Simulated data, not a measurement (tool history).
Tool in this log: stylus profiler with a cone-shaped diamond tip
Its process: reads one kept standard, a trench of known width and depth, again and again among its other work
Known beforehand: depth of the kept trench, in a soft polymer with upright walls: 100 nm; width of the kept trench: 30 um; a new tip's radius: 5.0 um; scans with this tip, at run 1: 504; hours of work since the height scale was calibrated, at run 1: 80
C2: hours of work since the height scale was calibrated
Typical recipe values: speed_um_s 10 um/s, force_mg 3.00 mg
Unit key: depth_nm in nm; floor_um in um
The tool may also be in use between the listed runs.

{"run": 1, "hour": 0.0, "speed_um_s": 10, "force_mg": 3.0, "scans with this tip": 504, "C2": 80, "depth_nm": 101.17, "floor_um": 27.94}
{"run": 2, "hour": 36.6, "speed_um_s": 3, "force_mg": 3.0, "scans with this tip": 683, "C2": 108, "depth_nm": 101.14, "floor_um": 27.93}
{"run": 3, "hour": 75.4, "speed_um_s": 3, "force_mg": 3.0, "scans with this tip": 873, "C2": 138, "depth_nm": 101.12, "floor_um": 27.91}
{"run": 4, "hour": 125.1, "speed_um_s": 4, "force_mg": 3.0, "scans with this tip": 1117, "C2": 177, "depth_nm": 101.11, "floor_um": 27.9}
{"run": 5, "hour": 161.8, "speed_um_s": 4, "force_mg": 3.0, "scans with this tip": 1297, "C2": 205, "depth_nm": 101.12, "floor_um": 27.92}
{"run": 6, "hour": 192.0, "speed_um_s": 4, "force_mg": 3.0, "scans with this tip": 1445, "C2": 228, "depth_nm": 101.09, "floor_um": 27.93}
{"run": 7, "hour": 231.9, "speed_um_s": 4, "force_mg": 3.0, "scans with this tip": 1640, "C2": 259, "depth_nm": 101.09, "floor_um": 27.9}
{"run": 8, "hour": 254.6, "speed_um_s": 10, "force_mg": 1.56, "scans with this tip": 1751, "C2": 277, "depth_nm": 100.68, "floor_um": 27.84}
{"run": 9, "hour": 303.8, "speed_um_s": 10, "force_mg": 1.56, "scans with this tip": 1993, "C2": 315, "depth_nm": 100.66, "floor_um": 27.85}
{"run": 10, "hour": 340.2, "speed_um_s": 10, "force_mg": 3.0, "scans with this tip": 2171, "C2": 343, "depth_nm": 101.06, "floor_um": 27.9}
{"run": 11, "hour": 388.5, "speed_um_s": 8, "force_mg": 3.0, "scans with this tip": 2408, "C2": 381, "depth_nm": 101.04, "floor_um": 27.77}
{"run": 12, "hour": 435.7, "speed_um_s": 8, "force_mg": 3.0, "scans with this tip": 2639, "C2": 417, "depth_nm": 101.01, "floor_um": 27.84}
{"run": 13, "hour": 470.2, "speed_um_s": 2, "force_mg": 3.0, "scans with this tip": 2808, "C2": 444, "depth_nm": 101.03, "floor_um": 27.87}
{"run": 14, "hour": 506.6, "speed_um_s": 2, "force_mg": 3.0, "scans with this tip": 2987, "C2": 472, "depth_nm": 101.02, "floor_um": 27.72}
{"run": 15, "hour": 544.9, "speed_um_s": 10, "force_mg": 3.0, "scans with this tip": 3175, "C2": 502, "depth_nm": 101.01, "floor_um": 27.74}
{"run": 16, "hour": 571.1, "speed_um_s": 10, "force_mg": 3.0, "scans with this tip": 3303, "C2": 522, "depth_nm": 100.98, "floor_um": 27.77}
{"run": 17, "hour": 597.6, "speed_um_s": 18, "force_mg": 3.0, "scans with this tip": 3433, "C2": 543, "depth_nm": 100.99, "floor_um": 27.72}
{"run": 18, "hour": 621.3, "speed_um_s": 18, "force_mg": 3.86, "scans with this tip": 3549, "C2": 561, "depth_nm": 101.17, "floor_um": 27.7}
{"run": 19, "hour": 650.3, "speed_um_s": 18, "force_mg": 3.86, "scans with this tip": 3691, "C2": 583, "depth_nm": 101.16, "floor_um": 27.72}
{"run": 20, "hour": 685.7, "speed_um_s": 10, "force_mg": 3.0, "scans with this tip": 3864, "C2": 611, "depth_nm": 100.96, "floor_um": 27.68}
{"run": 21, "hour": 730.0, "speed_um_s": 10, "force_mg": 3.0, "scans with this tip": 4081, "C2": 645, "depth_nm": 100.95, "floor_um": 27.71}
{"run": 22, "hour": 772.9, "speed_um_s": 10, "force_mg": 6.49, "scans with this tip": 4292, "C2": 678, "depth_nm": 101.7, "floor_um": 27.72}
{"run": 23, "hour": 809.1, "speed_um_s": 10, "force_mg": 6.49, "scans with this tip": 4469, "C2": 706, "depth_nm": 101.7, "floor_um": 27.67}
{"run": 24, "hour": 858.5, "speed_um_s": 10, "force_mg": 6.49, "scans with this tip": 4712, "C2": 745, "depth_nm": 101.69, "floor_um": 27.66}
{"run": 25, "hour": 907.4, "speed_um_s": 15, "force_mg": 6.49, "scans with this tip": 4951, "C2": 783, "depth_nm": 101.69, "floor_um": 27.64}
{"run": 26, "hour": 954.8, "speed_um_s": 10, "force_mg": 2.96, "scans with this tip": 5184, "C2": 819, "depth_nm": 100.88, "floor_um": 27.61}
{"run": 27, "hour": 977.0, "speed_um_s": 15, "force_mg": 2.32, "scans with this tip": 5292, "C2": 836, "depth_nm": 100.64, "floor_um": 27.6}
{"run": 28, "hour": 1016.5, "speed_um_s": 8, "force_mg": 2.27, "scans with this tip": 5486, "C2": 867, "depth_nm": 100.67, "floor_um": 27.62}
{"run": 29, "hour": 1060.4, "speed_um_s": 14, "force_mg": 1.01, "scans with this tip": 5701, "C2": 901, "depth_nm": 100.22, "floor_um": 27.59}
{"run": 30, "hour": 1104.7, "speed_um_s": 2, "force_mg": 3.0, "scans with this tip": 5918, "C2": 935, "depth_nm": 100.81, "floor_um": 27.63}
{"run": 31, "hour": 1129.0, "speed_um_s": 4, "force_mg": 2.33, "scans with this tip": 6037, "C2": 954, "depth_nm": 100.62, "floor_um": 27.62}
{"run": 32, "hour": 1160.3, "speed_um_s": 10, "force_mg": 3.79, "scans with this tip": 6191, "C2": 978, "depth_nm": 100.99, "floor_um": 27.59}
{"hour": 1171.7, "done": "height scale calibrated on a step standard"}
{"run": 33, "hour": 1204.1, "speed_um_s": 20, "force_mg": 1.18, "scans with this tip": 6403, "C2": 25, "depth_nm": 100.58, "floor_um": 27.57}
{"run": 34, "hour": 1241.7, "speed_um_s": 10, "force_mg": 3.4, "scans with this tip": 6587, "C2": 54, "depth_nm": 101.26, "floor_um": 27.55}
{"run": 35, "hour": 1286.4, "speed_um_s": 10, "force_mg": 3.0, "scans with this tip": 6807, "C2": 89, "depth_nm": 101.09, "floor_um": 27.55}
{"run": 36, "hour": 1310.5, "speed_um_s": 10, "force_mg": 3.0, "scans with this tip": 6925, "C2": 108, "depth_nm": 101.1, "floor_um": 27.53}
{"run": 37, "hour": 1337.2, "speed_um_s": 10, "force_mg": 3.23, "scans with this tip": 7055, "C2": 128, "depth_nm": 101.16, "floor_um": 27.47}
{"run": 38, "hour": 1387.4, "speed_um_s": 23, "force_mg": 4.37, "scans with this tip": 7302, "C2": 167, "depth_nm": 101.4, "floor_um": 27.49}
{"run": 39, "hour": 1423.6, "speed_um_s": 2, "force_mg": 1.4, "scans with this tip": 7479, "C2": 195, "depth_nm": 100.6, "floor_um": 27.52}
{"run": 40, "hour": 1446.6, "speed_um_s": 2, "force_mg": 1.4, "scans with this tip": 7592, "C2": 213, "depth_nm": 100.59, "floor_um": 27.5}
{"run": 41, "hour": 1492.3, "speed_um_s": 2, "force_mg": 4.13, "scans with this tip": 7816, "C2": 248, "depth_nm": 101.34, "floor_um": 27.46}
{"run": 42, "hour": 1534.4, "speed_um_s": 2, "force_mg": 4.13, "scans with this tip": 8022, "C2": 281, "depth_nm": 101.33, "floor_um": 27.52}
{"run": 43, "hour": 1555.8, "speed_um_s": 2, "force_mg": 4.13, "scans with this tip": 8127, "C2": 298, "depth_nm": 101.32, "floor_um": 27.54}
{"run": 44, "hour": 1598.3, "speed_um_s": 7, "force_mg": 5.86, "scans with this tip": 8335, "C2": 331, "depth_nm": 101.7, "floor_um": 27.49}
{"run": 45, "hour": 1636.7, "speed_um_s": 7, "force_mg": 5.86, "scans with this tip": 8523, "C2": 360, "depth_nm": 101.7, "floor_um": 27.44}
{"run": 46, "hour": 1677.2, "speed_um_s": 39, "force_mg": 6.93, "scans with this tip": 8722, "C2": 392, "depth_nm": 101.87, "floor_um": 27.4}

Each row is a separate what-if for the run after 46, all from the same tool condition, not one after another. Results?
{"run": "A", "hour": 1719.6, "speed_um_s": 26, "force_mg": 3.0, "scans with this tip": 8930, "C2": 424, "depth_nm": "?", "floor_um": "?"}
{"run": "B", "hour": 1719.6, "speed_um_s": 7, "force_mg": 2.75, "scans with this tip": 8930, "C2": 424, "depth_nm": "?", "floor_um": "?"}
{"run": "C", "hour": 1719.6, "speed_um_s": 4, "force_mg": 6.93, "scans with this tip": 8930, "C2": 424, "depth_nm": "?", "floor_um": "?"}

run=A depth_nm=100.97 floor_um=27.41
run=B depth_nm=100.91 floor_um=27.43
run=C depth_nm=101.88 floor_um=27.48
The same runs, with their run-to-run variation unchanged, on a tool lacking any hidden condition would have given:
run=A depth_nm=101.17 floor_um=27.98
run=B depth_nm=101.11 floor_um=28.00
run=C depth_nm=102.08 floor_um=28.04
